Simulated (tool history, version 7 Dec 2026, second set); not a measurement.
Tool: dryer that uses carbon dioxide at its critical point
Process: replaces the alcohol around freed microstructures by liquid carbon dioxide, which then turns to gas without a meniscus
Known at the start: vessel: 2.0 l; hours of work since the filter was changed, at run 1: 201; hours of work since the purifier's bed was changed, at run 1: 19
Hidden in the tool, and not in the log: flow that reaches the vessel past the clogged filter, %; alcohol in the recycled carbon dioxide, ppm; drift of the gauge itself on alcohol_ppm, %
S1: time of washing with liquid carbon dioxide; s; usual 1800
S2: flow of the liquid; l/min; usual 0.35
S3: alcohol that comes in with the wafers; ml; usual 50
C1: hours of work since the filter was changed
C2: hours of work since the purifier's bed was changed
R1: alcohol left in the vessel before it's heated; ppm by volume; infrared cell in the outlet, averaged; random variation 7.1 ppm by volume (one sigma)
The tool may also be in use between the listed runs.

| run | day | S1 | S2 | S3 | C1 | C2 | R1 |
|---|---|---|---|---|---|---|---|
| 1 | 0 | 1800 | 0.35 | 50 | 201 | 19 | 410 |
| 2 | 0.312 | 1800 | 0.35 | 101 | 207 | 25 | 859 |
| 3 | 0.621 | 1800 | 0.35 | 50 | 212 | 30 | 414 |
| 4 | 1.204 | 1800 | 0.35 | 50 | 222 | 40 | 427 |
| 5 | 1.496 | 1800 | 0.35 | 50 | 228 | 45 | 414 |
| 6 | 1.967 | 1800 | 0.35 | 31 | 236 | 54 | 268 |
| 7 | 2.246 | 1800 | 0.35 | 31 | 241 | 58 | 267 |
| 8 | 2.692 | 1740 | 0.35 | 39 | 248 | 66 | 372 |
| 9 | 3.267 | 1620 | 0.213 | 50 | 259 | 76 | 2544 |
| 10 | 3.738 | 1620 | 0.213 | 50 | 267 | 85 | 2556 |
| 11 | 4.146 | 1620 | 0.388 | 50 | 274 | 92 | 452 |
| 12 | 4.45 | 1680 | 0.366 | 22 | 279 | 97 | 214 |
| 13 | 4.9 | 2160 | 0.234 | 118 | 287 | 105 | 2151 |
| 14 | 5.329 | 1800 | 0.231 | 21 | 295 | 112 | 710 |

5 ways to go on from here, each from the tool as it stands after run 14. What would each give?
| A | 5.675 | 1440 | 0.416 | 101 | 301 | 118 | ? |
| B | 5.675 | 2460 | 0.35 | 50 | 301 | 118 | ? |
| C | 5.675 | 1800 | 0.231 | 24 | 301 | 118 | ? |
| D | 5.675 | 1560 | 0.238 | 28 | 301 | 118 | ? |
| E | 5.675 | 2220 | 0.271 | 39 | 301 | 118 | ? |

| run | R1 |
|---|---|
| A | 1117 |
| B | 104 |
| C | 797 |
| D | 1261 |
| E | 409 |
Without the tool's hidden state the same runs would have given:
| run | R1 |
|---|---|
| A | 853 |
| B | 66 |
| C | 656 |
| D | 1061 |
| E | 310 |
